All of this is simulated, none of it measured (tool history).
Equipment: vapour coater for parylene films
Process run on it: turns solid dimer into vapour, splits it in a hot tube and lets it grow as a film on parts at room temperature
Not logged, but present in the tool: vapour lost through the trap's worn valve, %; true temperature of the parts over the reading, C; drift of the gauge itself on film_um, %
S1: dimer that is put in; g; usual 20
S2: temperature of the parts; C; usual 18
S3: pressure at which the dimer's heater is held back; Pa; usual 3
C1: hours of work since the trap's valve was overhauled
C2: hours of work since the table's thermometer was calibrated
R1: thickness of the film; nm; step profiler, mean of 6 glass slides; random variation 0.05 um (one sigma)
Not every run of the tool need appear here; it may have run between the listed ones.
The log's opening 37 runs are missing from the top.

| run | hour | S1 | S2 | S3 | C1 | C2 | R1 |
|---|---|---|---|---|---|---|---|
| 38 | 1586.1 | 29 | 18 | 5.36 | 474 | 366 | 12600 |
| 39 | 1612.6 | 29 | 18 | 5.36 | 493 | 385 | 12400 |
| 40 | 1659.5 | 29 | 18 | 5.36 | 526 | 418 | 12410 |
| 41 | 1687.9 | 29 | 18 | 5.36 | 546 | 438 | 12260 |
| 42 | 1732.2 | 29 | 18 | 5.36 | 578 | 470 | 12230 |
| 43 | 1759.1 | 20 | 18 | 11.14 | 597 | 489 | 8060 |
| 44 | 1788.9 | 20 | 18 | 11.14 | 618 | 510 | 8030 |
| 45 | 1825 | 20 | 18 | 3 | 644 | 536 | 8690 |
|  | 1850.1 | trap's valve overhauled |
| 46 | 1867.1 | 12 | 18 | 3 | 12 | 563 | 5690 |
| 47 | 1926.8 | 29 | 20 | 2.3 | 55 | 605 | 13000 |
| 48 | 1969.9 | 14 | 13 | 7.53 | 85 | 636 | 7070 |

Each row is a separate what-if for the run after 48, all from the same tool condition, not one after another. Results?
| A | 2004.9 | 20 | 18 | 4.48 | 110 | 661 | ? |
| B | 2004.9 | 20 | 13 | 8.79 | 110 | 661 | ? |
| C | 2004.9 | 11 | 14 | 4.63 | 110 | 661 | ? |

| run | R1 |
|---|---|
| A | 9060 |
| B | 9910 |
| C | 5510 |
Without the tool's unlogged condition, the same runs would have read:
| run | R1 |
|---|---|
| A | 9310 |
| B | 10180 |
| C | 5660 |

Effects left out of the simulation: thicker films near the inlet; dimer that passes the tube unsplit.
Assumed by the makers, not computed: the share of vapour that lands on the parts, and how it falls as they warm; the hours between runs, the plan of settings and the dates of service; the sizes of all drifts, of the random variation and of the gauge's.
